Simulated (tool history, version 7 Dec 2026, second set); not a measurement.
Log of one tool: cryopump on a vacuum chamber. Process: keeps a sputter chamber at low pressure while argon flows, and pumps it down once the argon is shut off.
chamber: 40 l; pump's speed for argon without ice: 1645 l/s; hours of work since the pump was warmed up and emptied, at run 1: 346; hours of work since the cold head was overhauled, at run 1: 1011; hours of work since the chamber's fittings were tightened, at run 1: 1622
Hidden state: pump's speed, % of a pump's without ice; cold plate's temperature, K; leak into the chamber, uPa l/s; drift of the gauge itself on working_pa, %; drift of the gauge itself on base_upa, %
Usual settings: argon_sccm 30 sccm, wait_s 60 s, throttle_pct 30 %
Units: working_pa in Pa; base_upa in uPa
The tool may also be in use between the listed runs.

run,day,argon_sccm,wait_s,throttle_pct,hours of work since the pump was warmed up and emptied,hours of work since the cold head was overhauled,hours of work since the chamber's fittings were tightened,working_pa,base_upa
1,0.000,30,60,30,346,1011,1622,0.1071,3.03
2,1.212,30,60,30,358,1023,1634,0.1065,2.99
3,2.396,30,60,30,370,1035,1646,0.1070,3.02
4,4.504,30,60,30,392,1056,1667,0.1078,3.09
5,5.538,30,60,30,402,1067,1678,0.1074,3.16
6,6.562,30,60,30,412,1077,1688,0.1085,3.14
7,8.321,30,60,30,430,1095,1706,0.1095,3.19
8,10.550,30,60,24,452,1117,1728,0.1359,3.13
9,12.092,30,21,24,468,1133,1744,0.1349,5.73
10,13.592,30,21,24,483,1148,1759,0.1354,5.73
11,15.254,30,60,30,500,1164,1776,0.1101,3.32
12,17.762,30,60,30,525,1190,1801,0.1109,3.33
13,19.438,48,60,30,542,1207,1818,0.1771,3.29
14,20.821,30,60,31,556,1221,1832,0.1062,3.41
15,22.112,30,60,31,569,1234,1845,0.1077,3.37
16,24.204,30,22,48,590,1255,1866,0.0728,5.73
17,26.450,16,80,33,613,1277,1889,0.0540,3.14
# day 27.500: pump warmed up, emptied and cooled again
18,28.392,16,60,45,9,1295,1906,0.0366,3.00
19,29.542,13,43,19,21,1306,1918,0.0695,3.59
20,31.083,13,43,19,36,1322,1933,0.0710,3.67
21,33.196,19,43,30,57,1343,1954,0.0655,3.64
22,35.358,19,43,30,79,1365,1976,0.0666,3.77
23,37.571,15,44,37,101,1387,1999,0.0423,3.84
24,38.933,13,62,19,115,1401,2012,0.0709,3.22
25,41.379,14,24,19,140,1426,2037,0.0757,5.20
26,43.696,14,24,19,163,1449,2060,0.0766,5.25
27,45.154,33,60,41,178,1464,2075,0.0862,3.27
28,46.812,54,89,30,195,1480,2092,0.1880,2.94
29,48.775,54,89,30,214,1500,2111,0.1906,2.99

Forecast each of these 5 alternatives for the next run:
A,50.438,34,177,30,231,1517,2128,?,?
B,50.438,54,98,20,231,1517,2128,?,?
C,50.438,30,152,48,231,1517,2128,?,?
D,50.438,38,23,30,231,1517,2128,?,?
E,50.438,30,108,41,231,1517,2128,?,?

run,working_pa,base_upa
A,0.1202,2.58
B,0.2815,2.91
C,0.0672,2.59
D,0.1336,5.41
E,0.0791,2.80
Without the tool's hidden state the same runs would have given:
run,working_pa,base_upa
A,0.1167,0.65
B,0.2761,0.98
C,0.0641,0.68
D,0.1297,3.55
E,0.0760,0.92
